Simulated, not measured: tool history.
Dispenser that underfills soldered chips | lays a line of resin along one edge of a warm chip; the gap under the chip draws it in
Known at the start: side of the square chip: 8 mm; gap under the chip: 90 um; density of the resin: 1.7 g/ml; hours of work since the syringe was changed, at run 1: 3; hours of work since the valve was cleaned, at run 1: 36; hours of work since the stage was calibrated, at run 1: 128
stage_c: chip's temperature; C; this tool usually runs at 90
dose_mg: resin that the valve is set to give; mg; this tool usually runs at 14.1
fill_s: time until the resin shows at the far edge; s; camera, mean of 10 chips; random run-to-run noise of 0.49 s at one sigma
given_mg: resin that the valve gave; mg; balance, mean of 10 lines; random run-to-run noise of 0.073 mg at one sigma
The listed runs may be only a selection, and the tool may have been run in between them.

run   hour  stage_c  dose_mg  hours of work since the syringe was changed  hours of work since the valve was cleaned  hours of work since the stage was calibrated  fill_s  given_mg
  1    0.0       90     14.1                                            3                                         36                                           128    45.9     13.73
  2    8.4       90     14.1                                            8                                         42                                           133    58.0     13.64
      10.5  -- new syringe of resin
  3   17.2       90     14.1                                            4                                         48                                           139    49.5     13.59
      25.6  -- new syringe of resin
  4   25.8       90     14.1                                            0                                         53                                           144    41.4     13.45
  5   34.4       82     14.1                                            6                                         59                                           150    73.6     13.35
  6   39.7       88     14.1                                            9                                         62                                           153    68.0     13.25
      40.8  -- new syringe of resin
  7   43.8       81     14.1                                            2                                         65                                           156    65.1     13.28
  8   47.8       90     14.1                                            5                                         67                                           158    49.7     13.25
  9   54.7       90     14.1                                            9                                         72                                           163    61.2     13.28
      56.1  -- new syringe of resin
 10   61.4       90     16.6                                            3                                         76                                           167    47.1     15.39
      68.4  -- dispensing valve cleaned and set on the balance
 11   70.9       90     16.6                                            9                                          2                                           173    59.3     16.52
      72.2  -- new syringe of resin
 12   79.0       90     16.6                                            4                                          7                                           178    47.8     16.44
 13   86.1       90     16.6                                            9                                         11                                           182    58.8     16.53
      87.8  -- new syringe of resin
 14   90.8       90     16.6                                            2                                         14                                           185    44.5     16.34
 15   97.0       90     16.6                                            6                                         18                                           189    53.1     16.34
     103.1  -- new syringe of resin
 16  104.6       90     16.6                                            1                                         23                                           194    41.5     16.27
 17  111.1       83     14.1                                            5                                         27                                           198    69.9     13.67
 18  115.9       90     14.1                                            8                                         30                                           202    61.3     13.80
     118.2  -- new syringe of resin
 19  120.3       90     14.1                                            1                                         33                                           204    43.6     13.69
 20  124.6       90     14.1                                            4                                         36                                           207    50.1     13.59
 21  131.7      100     16.6                                            9                                         41                                           212    39.4     16.09
     133.5  -- new syringe of resin
 22  138.9      100     16.6                                            4                                         45                                           216    30.9     15.97
 23  144.1      100     14.1                                            7                                         48                                           220    37.4     13.58
     148.7  -- new syringe of resin
 24  148.9       76     14.1                                            0                                         51                                           222    74.4     13.51
 25  152.8       76     14.1                                            3                                         54                                           225    85.9     13.42
 26  159.3       76     14.1                                            7                                         58                                           229   101.4     13.40
     164.1  -- new syringe of resin
 27  164.1       90     15.3                                            0                                         61                                           232    41.1     14.53
 28  171.7       88     13.0                                            5                                         66                                           237    58.7     12.21
 29  178.5       89     16.1                                            9                                         71                                           242    63.7     15.20
     179.2  -- new syringe of resin
 30  186.8       89     14.4                                            5                                         76                                           247    54.0     13.42
     193.3  -- dispensing valve cleaned and set on the balance
 31  194.5       81     12.4                                            9                                          1                                           251    92.1     12.44
     195.5  -- new syringe of resin
 32  199.6      101     13.1                                            3                                          4                                           254    29.9     13.23
 33  205.0       93     15.1                                            6                                          7                                           258    46.9     15.16
     210.6  -- new syringe of resin
 34  210.6       93     15.1                                            0                                         11                                           261    36.5     14.99
 35  214.3       94     16.5                                            2                                         13                                           264    38.8     16.25

Forecast each of these 3 alternatives for the next run:
  A  220.2       86     13.1                                            6                                         17                                           268       ?         ?
  B  220.2       79     14.1                                            6                                         17                                           268       ?         ?
  C  220.2      101     13.2                                            6                                         17                                           268       ?         ?

run  fill_s  given_mg
  A    65.5     12.88
  B    87.8     13.94
  C    35.8     13.03
With no hidden state in the tool, these same runs would have given:
run  fill_s  given_mg
  A    46.1     13.04
  B    61.7     14.11
  C    25.3     13.19

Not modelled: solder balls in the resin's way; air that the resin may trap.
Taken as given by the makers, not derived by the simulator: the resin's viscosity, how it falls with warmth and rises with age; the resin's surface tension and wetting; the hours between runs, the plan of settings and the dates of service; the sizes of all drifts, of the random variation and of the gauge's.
